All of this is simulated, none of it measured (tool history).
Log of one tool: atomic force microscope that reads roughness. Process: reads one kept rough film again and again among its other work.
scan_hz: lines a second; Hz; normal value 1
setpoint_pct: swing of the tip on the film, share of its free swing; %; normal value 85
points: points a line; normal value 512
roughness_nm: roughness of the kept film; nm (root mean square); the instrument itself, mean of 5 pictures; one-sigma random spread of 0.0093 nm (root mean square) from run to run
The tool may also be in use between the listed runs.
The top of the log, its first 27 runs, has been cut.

run,day,scan_hz,setpoint_pct,points,pictures with this tip,hours of work since the height scale was calibrated,roughness_nm
28,7.108,2.46,71,301,70,276,1.78
29,7.421,2.46,71,301,81,280,1.734
30,7.721,2.46,71,301,92,285,1.708
31,8,0.55,85,458,102,288,1.811
32,8.383,1.25,56,329,116,294,1.815
33,8.6,1,77,299,124,297,1.694
34,8.925,1,77,299,136,301,1.686
35,9.125,1,77,299,144,304,1.636
36,9.396,3.9,80,486,154,308,1.338
37,9.567,1.08,80,981,160,310,1.621
38,9.817,0.53,86,720,169,314,1.632
39,10.1,3.26,59,524,179,317,1.567
40,10.362,0.57,88,607,189,321,1.583
41,10.533,0.57,88,607,195,323,1.559
42,10.821,0.57,88,607,206,327,1.536
43,11.179,2.31,81,512,219,332,1.345
44,11.371,2.31,81,512,226,335,1.333
45,11.529,1,85,891,232,337,1.438
46,11.821,1,67,512,243,341,1.482
47,12.083,1.24,77,907,252,345,1.425
48,12.362,0.75,85,818,262,349,1.414
49,12.575,0.55,59,512,270,352,1.472
# day 12.704: new tip fitted
50,12.921,1.5,59,512,8,356,2.187
51,13.275,2.03,71,353,21,361,1.984
52,13.5,2.03,71,353,29,364,1.955

Alternative continuations, all from the tool just after run 52; predict every row:
A,13.833,0.55,67,512,42,369,?
B,13.833,1,85,357,42,369,?
C,13.833,2.03,89,353,42,369,?
D,13.833,1,76,512,42,369,?
E,13.833,2.6,74,512,42,369,?

run,roughness_nm
A,2.073
B,1.912
C,1.678
D,2
E,1.846
What these runs would have given with no unlogged condition in the tool:
run,roughness_nm
A,2.267
B,2.091
C,1.835
D,2.187
E,2.018
